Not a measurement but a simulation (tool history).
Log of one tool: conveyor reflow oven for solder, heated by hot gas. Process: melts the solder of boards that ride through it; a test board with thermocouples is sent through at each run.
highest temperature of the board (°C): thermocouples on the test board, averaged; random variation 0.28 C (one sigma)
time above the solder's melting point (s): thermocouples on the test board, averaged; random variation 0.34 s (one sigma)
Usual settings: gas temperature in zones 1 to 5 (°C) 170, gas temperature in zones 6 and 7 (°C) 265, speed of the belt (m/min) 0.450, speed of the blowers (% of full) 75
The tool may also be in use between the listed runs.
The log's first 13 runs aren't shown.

run	hour	gas temperature in zones 1 to 5 (°C)	gas temperature in zones 6 and 7 (°C)	speed of the belt (m/min)	speed of the blowers (% of full)	highest temperature of the board (°C)	time above the solder's melting point (s)
14	739.7	170	265	0.450	87	248.6	56.1
15	797.5	170	265	0.486	75	243.2	45.8
16	847.4	179	257	0.377	61	245.0	67.5
17	887.7	179	257	0.377	61	244.2	66.8
# hour 943.9: flux residue cleaned out of gas plates and filters
18	947.7	155	269	0.377	56	253.2	67.5
19	1008.2	159	269	0.458	58	247.5	49.7
20	1053.2	163	261	0.458	58	240.8	44.7
21	1128.5	163	255	0.458	58	235.7	38.1
22	1196.2	156	257	0.383	51	241.0	51.4
23	1241.8	170	265	0.450	52	244.3	50.2
24	1314.8	170	265	0.450	52	243.6	50.2
25	1391.8	170	272	0.450	75	253.2	58.8
26	1427.5	165	255	0.367	63	242.8	61.3
# hour 1459.2: belt drive overhauled, speed set with a stopwatch
27	1487.5	165	255	0.367	63	242.1	58.5
28	1527.7	164	265	0.423	57	243.9	50.8
# hour 1539.3: flux residue cleaned out of gas plates and filters
29	1608.9	170	265	0.376	53	252.6	70.4
30	1681.7	170	265	0.477	53	243.6	45.4

4 ways to go on from here, each from the tool as it stands after run 30. What would each give?
A	1739.2	166	257	0.477	84	?	?
B	1739.2	170	265	0.450	75	?	?
C	1739.2	170	258	0.450	75	?	?
D	1739.2	166	265	0.477	53	?	?

run	highest temperature of the board (°C)	time above the solder's melting point (s)
A	241.1	43.6
B	249.6	55.7
C	243.2	50.8
D	242.5	43.4
Without the tool's hidden state the same runs would have given:
run	highest temperature of the board (°C)	time above the solder's melting point (s)
A	240.8	43.9
B	249.1	55.7
C	242.6	50.9
D	242.2	43.5
